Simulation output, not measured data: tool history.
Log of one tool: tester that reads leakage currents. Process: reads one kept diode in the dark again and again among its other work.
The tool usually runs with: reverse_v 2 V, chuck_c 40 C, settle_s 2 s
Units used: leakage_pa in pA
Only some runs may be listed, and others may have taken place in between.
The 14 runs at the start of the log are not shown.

run,day,reverse_v,chuck_c,settle_s,leakage_pa
15,22.654,2,40,2,511.52
16,24.429,2,40,1.51,512.68
17,26.033,2,40,2,512.82
18,26.996,2,40,2,514.85
19,28.967,2,40,2,513.61
20,30.796,2,45,2,778.06
21,32.271,3.52,48,0.67,1225.61
22,33.804,3.52,48,0.67,1233.58
23,35.888,6.52,40,6.32,802.58
24,36.879,1.57,54,1.99,1459.61
25,38.833,1.57,54,1.99,1465.7
26,40.725,1.57,50,1.99,1066.63
27,41.596,2.19,49,2.41,1118.36
28,43.262,14.1,54,0.78,3354.21
29,44.75,14.1,54,0.78,3342.17
30,46.471,8.27,40,1.16,879.2
31,47.983,2,23,0.66,111.56
32,49.483,1.66,24,2.17,113.97
33,51.262,1.66,24,2.17,114.21
34,52.467,2,35,1.49,333.44
35,53.575,2.26,47,0.61,952.37
36,54.992,2.26,47,0.61,963.67
37,56.271,3.5,57,2.34,2482.38

What does the tool deliver on the next run?
38,57.588,2,40,4.6,?

{"run 38": {"leakage_pa": 512.06}}
On a tool with no hidden condition, and with the same random variation, this run would have come out at leakage_pa 512.36 pA.

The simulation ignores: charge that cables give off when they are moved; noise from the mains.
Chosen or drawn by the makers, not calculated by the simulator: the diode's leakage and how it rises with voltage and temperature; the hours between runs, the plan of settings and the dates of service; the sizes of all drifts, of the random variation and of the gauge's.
